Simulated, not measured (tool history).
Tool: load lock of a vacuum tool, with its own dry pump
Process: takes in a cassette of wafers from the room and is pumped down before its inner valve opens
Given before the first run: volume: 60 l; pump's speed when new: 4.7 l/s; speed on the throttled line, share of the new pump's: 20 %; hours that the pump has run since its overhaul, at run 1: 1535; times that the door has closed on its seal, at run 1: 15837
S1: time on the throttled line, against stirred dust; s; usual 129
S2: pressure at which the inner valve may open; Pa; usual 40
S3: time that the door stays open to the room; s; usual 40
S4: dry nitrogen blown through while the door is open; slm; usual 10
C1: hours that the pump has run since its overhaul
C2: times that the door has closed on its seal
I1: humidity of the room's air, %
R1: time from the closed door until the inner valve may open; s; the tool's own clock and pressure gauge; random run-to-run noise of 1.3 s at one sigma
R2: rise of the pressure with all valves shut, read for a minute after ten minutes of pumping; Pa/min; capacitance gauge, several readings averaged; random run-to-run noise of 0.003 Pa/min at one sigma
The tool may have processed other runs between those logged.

run,hour,S1,S2,S3,S4,C1,C2,I1,R1,R2
1,0.0,129,40,40,10,1535,15837,43.6,204.7,0.112
2,225.1,129,40,40,10,1760,16652,44.8,202.1,0.110
3,463.0,129,40,41,10,1998,17514,48.8,206.4,0.117
4,733.3,129,40,62,10,2269,18493,43.1,208.6,0.133
5,862.1,227,40,40,10,2397,18960,46.3,284.3,0.124
6,1077.3,227,40,40,10,2613,19739,45.8,282.6,0.134
7,1385.0,227,40,40,10,2920,20854,47.0,285.5,0.144
8,1688.3,227,40,40,10,3224,21953,45.5,286.3,0.150
9,1883.5,227,40,40,10,3419,22660,44.9,287.4,0.155
10,2092.6,227,40,236,7,3628,23417,46.4,286.2,0.214
11,2301.4,227,40,236,7,3837,24174,47.5,287.6,0.216
12,2516.4,227,40,236,7,4052,24953,46.1,284.9,0.226
13,2651.9,68,40,62,10,4187,25443,45.6,160.6,0.195

Run 14 has not been measured yet. What should we expect?
14,2804.5,68,40,62,10,4340,25996,47.8,?,?

R1: 159.1 s
R2: 0.199 Pa/min
Take away the tool's hidden state, keep the run-to-run variation as it was, and the same run would have given R1 152.8 s, R2 0.053 Pa/min.
